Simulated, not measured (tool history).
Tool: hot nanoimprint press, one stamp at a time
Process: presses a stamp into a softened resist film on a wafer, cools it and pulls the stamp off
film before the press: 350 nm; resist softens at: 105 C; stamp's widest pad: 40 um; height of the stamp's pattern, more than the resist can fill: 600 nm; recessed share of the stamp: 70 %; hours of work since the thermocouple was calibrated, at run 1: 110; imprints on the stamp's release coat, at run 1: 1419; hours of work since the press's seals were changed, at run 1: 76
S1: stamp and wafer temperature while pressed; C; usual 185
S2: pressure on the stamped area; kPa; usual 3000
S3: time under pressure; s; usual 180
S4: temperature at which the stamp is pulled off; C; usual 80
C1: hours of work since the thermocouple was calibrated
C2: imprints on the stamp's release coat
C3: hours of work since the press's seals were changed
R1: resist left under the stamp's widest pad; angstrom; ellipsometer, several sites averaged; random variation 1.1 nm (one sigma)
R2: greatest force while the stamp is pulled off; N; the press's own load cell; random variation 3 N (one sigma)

run	hour	S1	S2	S3	S4	C1	C2	C3	R1	R2
1	0.0	185	3000	180	80	110	1419	76	1555	145
2	14.0	185	3000	180	80	119	1466	84	1538	144
3	23.5	185	3000	180	77	125	1499	90	1554	152
4	34.6	185	3000	180	80	131	1537	97	1545	142
5	41.4	185	3820	180	80	135	1560	101	1386	145
6	53.5	185	3820	180	80	143	1601	108	1382	146
7	65.6	185	3820	180	80	150	1643	115	1393	139
8	73.7	185	3820	180	80	155	1670	120	1376	146
9	87.7	196	3000	181	80	163	1718	129	870	141
10	97.7	196	3000	181	79	169	1753	135	878	144

Run 11 comes next. What will it give?
# hour 111.5: stamp cleaned and given a new release coat
11	116.3	190	3000	215	80	177	17	142	?	?

{"run 11": {"R1": 1118, "R2": 142}}
Without the tool's hidden state the same run would have given R1 1118 angstrom, R2 142 N.
